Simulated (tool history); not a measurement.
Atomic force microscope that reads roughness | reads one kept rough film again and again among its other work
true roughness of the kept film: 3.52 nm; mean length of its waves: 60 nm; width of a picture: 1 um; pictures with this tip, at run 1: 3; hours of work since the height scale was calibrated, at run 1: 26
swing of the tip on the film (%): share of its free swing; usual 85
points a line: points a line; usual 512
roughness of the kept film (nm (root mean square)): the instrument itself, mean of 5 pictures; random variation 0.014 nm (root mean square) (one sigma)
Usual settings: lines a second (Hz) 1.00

run   hour  lines a second (Hz)  swing of the tip on the film (%)  points a line  pictures with this tip  hours of work since the height scale was calibrated  roughness of the kept film (nm (root mean square))
  1    0.0                 1.00                                85            512                       3                                                   26                                               3.245
  2    8.1                 1.63                                85            512                      17                                                   30                                               3.118
  3   16.1                 1.63                                85            512                      31                                                   34                                               3.110
  4   21.6                 1.63                                85            512                      41                                                   37                                               3.123
  5   26.9                 1.63                                85            512                      50                                                   39                                               3.082
  6   33.9                 1.00                                85            512                      63                                                   43                                               3.185
  7   42.5                 1.00                                85            512                      78                                                   47                                               3.163
  8   48.1                 1.00                                85            512                      88                                                   50                                               3.177
  9   56.7                 1.00                                85            512                     103                                                   55                                               3.160
 10   63.9                 1.00                                85            512                     116                                                   58                                               3.134
 11   69.1                 1.00                                85            512                     125                                                   61                                               3.130
 12   76.0                 1.00                                85            512                     137                                                   65                                               3.115
 13   80.6                 0.65                                65            512                     145                                                   67                                               3.241
 14   85.7                 0.65                                65            512                     154                                                   70                                               3.226
 15   96.4                 0.65                                65            512                     173                                                   75                                               3.205
 16  105.3                 2.21                                81            319                     189                                                   80                                               2.942
 17  112.8                 0.60                                85            265                     202                                                   84                                               3.128
     123.1  -- new tip fitted
 18  123.1                 0.60                                57            811                       0                                                   89                                               3.390
 19  129.1                 1.31                                55            437                      11                                                   92                                               3.351
 20  135.6                 1.31                                55            437                      22                                                   95                                               3.364
 21  144.6                 1.31                                55            437                      38                                                  100                                               3.339
 22  151.3                 0.59                                73            459                      50                                                  103                                               3.324
 23  156.4                 3.33                                62            512                      59                                                  106                                               3.195
 24  166.8                 0.86                                73            324                      77                                                  111                                               3.261

Some steps in roughness of the kept film (nm (root mean square)) between neighbouring runs. How much of each would the tool show without its hidden state too (settings, what came in, random variation), and how much is left for the hidden state, with any gauge scatter that isn't in both results?
The hidden state here: radius of the tip, nm; height scale over the true one, %; drift of the gauge itself on roughness_nm, %.
Run 15 -> 16: lines a second (Hz) 0.65 -> 2.21, swing of the tip on the film (%) 65 -> 81, points a line 512 -> 319. roughness of the kept film (nm (root mean square)) -0.263: hidden state +0.000, all else -0.263.
Run 16 -> 17: lines a second (Hz) 2.21 -> 0.60, swing of the tip on the film (%) 81 -> 85, points a line 319 -> 265. roughness of the kept film (nm (root mean square)) +0.186: hidden state -0.023, all else +0.209.
Run 17 -> 18: swing of the tip on the film (%) 85 -> 57, points a line 265 -> 811, new tip fitted. roughness of the kept film (nm (root mean square)) +0.262: hidden state +0.196, all else +0.066.

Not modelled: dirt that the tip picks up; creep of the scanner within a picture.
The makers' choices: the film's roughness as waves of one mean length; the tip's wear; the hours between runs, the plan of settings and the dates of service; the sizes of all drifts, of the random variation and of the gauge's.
